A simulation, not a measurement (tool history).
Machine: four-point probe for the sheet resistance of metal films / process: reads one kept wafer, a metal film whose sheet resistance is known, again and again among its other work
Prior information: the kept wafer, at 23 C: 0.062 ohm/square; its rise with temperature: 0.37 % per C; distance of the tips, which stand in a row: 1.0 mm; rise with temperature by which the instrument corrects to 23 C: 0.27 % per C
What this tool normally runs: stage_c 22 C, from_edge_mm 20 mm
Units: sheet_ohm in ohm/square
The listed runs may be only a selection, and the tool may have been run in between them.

{"run": 1, "day": 0.0, "stage_c": 22, "from_edge_mm": 20, "sheet_ohm": 0.062005}
{"run": 2, "day": 1.354, "stage_c": 30, "from_edge_mm": 20, "sheet_ohm": 0.06252}
{"run": 3, "day": 2.758, "stage_c": 24, "from_edge_mm": 20, "sheet_ohm": 0.06219}
{"run": 4, "day": 5.267, "stage_c": 26, "from_edge_mm": 20, "sheet_ohm": 0.062283}
{"run": 5, "day": 7.938, "stage_c": 24, "from_edge_mm": 20, "sheet_ohm": 0.062164}
{"run": 6, "day": 9.812, "stage_c": 24, "from_edge_mm": 20, "sheet_ohm": 0.062163}
{"run": 7, "day": 12.154, "stage_c": 24, "from_edge_mm": 20, "sheet_ohm": 0.062147}
{"run": 8, "day": 15.079, "stage_c": 24, "from_edge_mm": 20, "sheet_ohm": 0.062152}
{"run": 9, "day": 16.912, "stage_c": 24, "from_edge_mm": 4, "sheet_ohm": 0.064085}
{"run": 10, "day": 18.871, "stage_c": 24, "from_edge_mm": 4, "sheet_ohm": 0.064077}
{"run": 11, "day": 21.221, "stage_c": 18, "from_edge_mm": 20, "sheet_ohm": 0.061774}
{"run": 12, "day": 22.817, "stage_c": 22, "from_edge_mm": 20, "sheet_ohm": 0.062018}
{"run": 13, "day": 25.379, "stage_c": 22, "from_edge_mm": 20, "sheet_ohm": 0.062031}
{"run": 14, "day": 27.675, "stage_c": 22, "from_edge_mm": 20, "sheet_ohm": 0.062008}
{"run": 15, "day": 29.833, "stage_c": 22, "from_edge_mm": 20, "sheet_ohm": 0.062022}
{"run": 16, "day": 32.692, "stage_c": 30, "from_edge_mm": 20, "sheet_ohm": 0.062535}
{"run": 17, "day": 34.092, "stage_c": 28, "from_edge_mm": 20, "sheet_ohm": 0.062413}
{"run": 18, "day": 36.646, "stage_c": 26, "from_edge_mm": 20, "sheet_ohm": 0.062272}
{"run": 19, "day": 39.412, "stage_c": 22, "from_edge_mm": 20, "sheet_ohm": 0.062019}
{"run": 20, "day": 41.562, "stage_c": 22, "from_edge_mm": 20, "sheet_ohm": 0.062034}
{"run": 21, "day": 43.862, "stage_c": 22, "from_edge_mm": 20, "sheet_ohm": 0.062018}
{"run": 22, "day": 45.383, "stage_c": 22, "from_edge_mm": 20, "sheet_ohm": 0.061999}
{"run": 23, "day": 46.75, "stage_c": 24, "from_edge_mm": 26, "sheet_ohm": 0.062099}
{"run": 24, "day": 49.0, "stage_c": 24, "from_edge_mm": 26, "sheet_ohm": 0.062124}
{"run": 25, "day": 51.871, "stage_c": 24, "from_edge_mm": 19, "sheet_ohm": 0.062152}
{"run": 26, "day": 54.079, "stage_c": 22, "from_edge_mm": 27, "sheet_ohm": 0.062005}
{"run": 27, "day": 56.412, "stage_c": 24, "from_edge_mm": 15, "sheet_ohm": 0.062222}
{"run": 28, "day": 59.067, "stage_c": 23, "from_edge_mm": 29, "sheet_ohm": 0.062034}
{"run": 29, "day": 61.504, "stage_c": 23, "from_edge_mm": 29, "sheet_ohm": 0.062042}
{"run": 30, "day": 63.933, "stage_c": 20, "from_edge_mm": 20, "sheet_ohm": 0.061868}
{"run": 31, "day": 66.625, "stage_c": 19, "from_edge_mm": 20, "sheet_ohm": 0.061804}
{"run": 32, "day": 69.558, "stage_c": 19, "from_edge_mm": 20, "sheet_ohm": 0.061831}
{"run": 33, "day": 71.712, "stage_c": 32, "from_edge_mm": 8, "sheet_ohm": 0.063083}
{"run": 34, "day": 73.242, "stage_c": 32, "from_edge_mm": 15, "sheet_ohm": 0.062734}
{"run": 35, "day": 76.017, "stage_c": 32, "from_edge_mm": 15, "sheet_ohm": 0.062721}
{"run": 36, "day": 78.883, "stage_c": 26, "from_edge_mm": 13, "sheet_ohm": 0.06242}
{"run": 37, "day": 81.125, "stage_c": 26, "from_edge_mm": 13, "sheet_ohm": 0.0624}
{"run": 38, "day": 82.512, "stage_c": 19, "from_edge_mm": 6, "sheet_ohm": 0.06266}
{"run": 39, "day": 84.596, "stage_c": 30, "from_edge_mm": 5, "sheet_ohm": 0.063764}
{"run": 40, "day": 86.504, "stage_c": 20, "from_edge_mm": 7, "sheet_ohm": 0.062488}
{"run": 41, "day": 87.721, "stage_c": 20, "from_edge_mm": 7, "sheet_ohm": 0.062502}
{"run": 42, "day": 89.438, "stage_c": 26, "from_edge_mm": 27, "sheet_ohm": 0.062248}
{"run": 43, "day": 91.158, "stage_c": 25, "from_edge_mm": 6, "sheet_ohm": 0.063052}
{"run": 44, "day": 93.362, "stage_c": 23, "from_edge_mm": 20, "sheet_ohm": 0.062114}

Put back what was entered between runs (2 entries, withheld): which listed runs does each sit between, and how does the hidden state differ from the listed run before to the listed run after?
From run 17 to run 18: new probe head fitted (day 35.400)
  inner tips' distance over the nominal, %: 0.019 -> 0.009; tips' flats over new ones', %: 1 -> 0
  what was measured, less what the result would be without the hidden state, sheet_ohm: +0.000009 -> +0.000002 ohm/square
From run 33 to run 34: stage's thermometer calibrated (day 72.221)
  inner tips' distance over the nominal, %: 0.016 -> 0.017; wafer's true temperature over the reading, C: -0.02 -> 0
  what was measured, less what the result would be without the hidden state, sheet_ohm: +0.000006 -> +0.000011 ohm/square

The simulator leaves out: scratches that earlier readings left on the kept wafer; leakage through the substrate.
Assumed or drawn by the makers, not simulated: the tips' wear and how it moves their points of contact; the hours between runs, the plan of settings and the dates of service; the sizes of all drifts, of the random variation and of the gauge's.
